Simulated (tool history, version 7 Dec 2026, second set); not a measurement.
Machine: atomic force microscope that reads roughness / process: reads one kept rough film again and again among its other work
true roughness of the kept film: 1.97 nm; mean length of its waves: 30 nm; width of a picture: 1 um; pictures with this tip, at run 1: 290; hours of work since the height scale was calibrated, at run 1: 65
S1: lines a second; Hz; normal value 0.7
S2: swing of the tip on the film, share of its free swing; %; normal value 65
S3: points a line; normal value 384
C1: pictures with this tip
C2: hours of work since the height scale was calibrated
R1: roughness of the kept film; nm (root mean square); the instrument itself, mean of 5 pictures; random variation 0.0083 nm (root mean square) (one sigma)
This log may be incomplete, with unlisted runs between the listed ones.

run 1 hour=0 | S1=0.7 S2=65 S3=384 | C1=290 C2=65 | R1=1.625
-- hour=46.1 new tip fitted
run 2 hour=60.8 | S1=0.7 S2=65 S3=760 | C1=29 C2=112 | R1=1.809
run 3 hour=99.6 | S1=0.7 S2=65 S3=760 | C1=106 C2=142 | R1=1.745
run 4 hour=164.8 | S1=0.7 S2=61 S3=760 | C1=235 C2=192 | R1=1.652
-- hour=238.3 new tip fitted
run 5 hour=238.3 | S1=0.7 S2=61 S3=297 | C1=0 C2=249 | R1=1.821
run 6 hour=299.3 | S1=0.7 S2=61 S3=297 | C1=120 C2=296 | R1=1.722
run 7 hour=341.3 | S1=0.7 S2=84 S3=384 | C1=203 C2=329 | R1=1.619
run 8 hour=412.9 | S1=0.7 S2=65 S3=746 | C1=344 C2=384 | R1=1.586
-- hour=431.3 new tip fitted
run 9 hour=475.8 | S1=0.7 S2=65 S3=746 | C1=88 C2=432 | R1=1.762
run 10 hour=543.1 | S1=0.7 S2=65 S3=746 | C1=220 C2=484 | R1=1.661
run 11 hour=611.4 | S1=0.7 S2=65 S3=321 | C1=355 C2=537 | R1=1.56
-- hour=626 new tip fitted
run 12 hour=651.1 | S1=0.7 S2=65 S3=384 | C1=50 C2=568 | R1=1.794
run 13 hour=684.4 | S1=0.7 S2=65 S3=384 | C1=115 C2=593 | R1=1.737
run 14 hour=754.2 | S1=0.7 S2=65 S3=492 | C1=253 C2=647 | R1=1.629
run 15 hour=811.4 | S1=0.7 S2=65 S3=492 | C1=366 C2=692 | R1=1.556
-- hour=823.8 new tip fitted
run 16 hour=894 | S1=0.578 S2=65 S3=384 | C1=138 C2=755 | R1=1.705
run 17 hour=929.6 | S1=2.399 S2=82 S3=874 | C1=208 C2=783 | R1=1.518
run 18 hour=996.9 | S1=2.399 S2=82 S3=874 | C1=341 C2=835 | R1=1.45
-- hour=1017.1 new tip fitted
run 19 hour=1035.2 | S1=1.147 S2=65 S3=607 | C1=36 C2=864 | R1=1.787
run 20 hour=1105.4 | S1=0.568 S2=65 S3=275 | C1=174 C2=918 | R1=1.704
run 21 hour=1181 | S1=1.53 S2=65 S3=384 | C1=324 C2=977 | R1=1.57
-- hour=1211 new tip fitted
run 22 hour=1259.7 | S1=0.7 S2=80 S3=456 | C1=96 C2=1037 | R1=1.743
run 23 hour=1328.1 | S1=1.487 S2=79 S3=852 | C1=231 C2=1090 | R1=1.592
run 24 hour=1367.6 | S1=0.53 S2=75 S3=548 | C1=309 C2=1121 | R1=1.601
-- hour=1402.9 new tip fitted
run 25 hour=1448.3 | S1=0.653 S2=79 S3=851 | C1=89 C2=1183 | R1=1.748
run 26 hour=1491.6 | S1=3.864 S2=60 S3=1006 | C1=175 C2=1216 | R1=1.657
run 27 hour=1537.7 | S1=2.299 S2=83 S3=623 | C1=266 C2=1252 | R1=1.5
run 28 hour=1592.9 | S1=0.7 S2=80 S3=384 | C1=375 C2=1295 | R1=1.526
-- hour=1597.4 new tip fitted
run 29 hour=1643.6 | S1=0.7 S2=80 S3=384 | C1=91 C2=1334 | R1=1.72
run 30 hour=1683.7 | S1=1.709 S2=65 S3=530 | C1=170 C2=1365 | R1=1.674
run 31 hour=1725.6 | S1=1.709 S2=65 S3=530 | C1=252 C2=1397 | R1=1.615

Forecast each of these 5 alternatives for the next run:
run A hour=1771.1 | S1=1.011 S2=63 S3=493 | C1=342 C2=1432 | R1=?
run B hour=1771.1 | S1=1.573 S2=65 S3=405 | C1=342 C2=1432 | R1=?
run C hour=1771.1 | S1=2.154 S2=60 S3=563 | C1=342 C2=1432 | R1=?
run D hour=1771.1 | S1=2.477 S2=79 S3=384 | C1=342 C2=1432 | R1=?
run E hour=1771.1 | S1=1.709 S2=65 S3=855 | C1=342 C2=1432 | R1=?

run=A R1=1.575
run=B R1=1.557
run=C R1=1.554
run=D R1=1.446
run=E R1=1.569
With the hidden condition removed and each run's random variation left untouched, the same runs would have given:
run=A R1=1.823
run=B R1=1.803
run=C R1=1.799
run=D R1=1.674
run=E R1=1.816

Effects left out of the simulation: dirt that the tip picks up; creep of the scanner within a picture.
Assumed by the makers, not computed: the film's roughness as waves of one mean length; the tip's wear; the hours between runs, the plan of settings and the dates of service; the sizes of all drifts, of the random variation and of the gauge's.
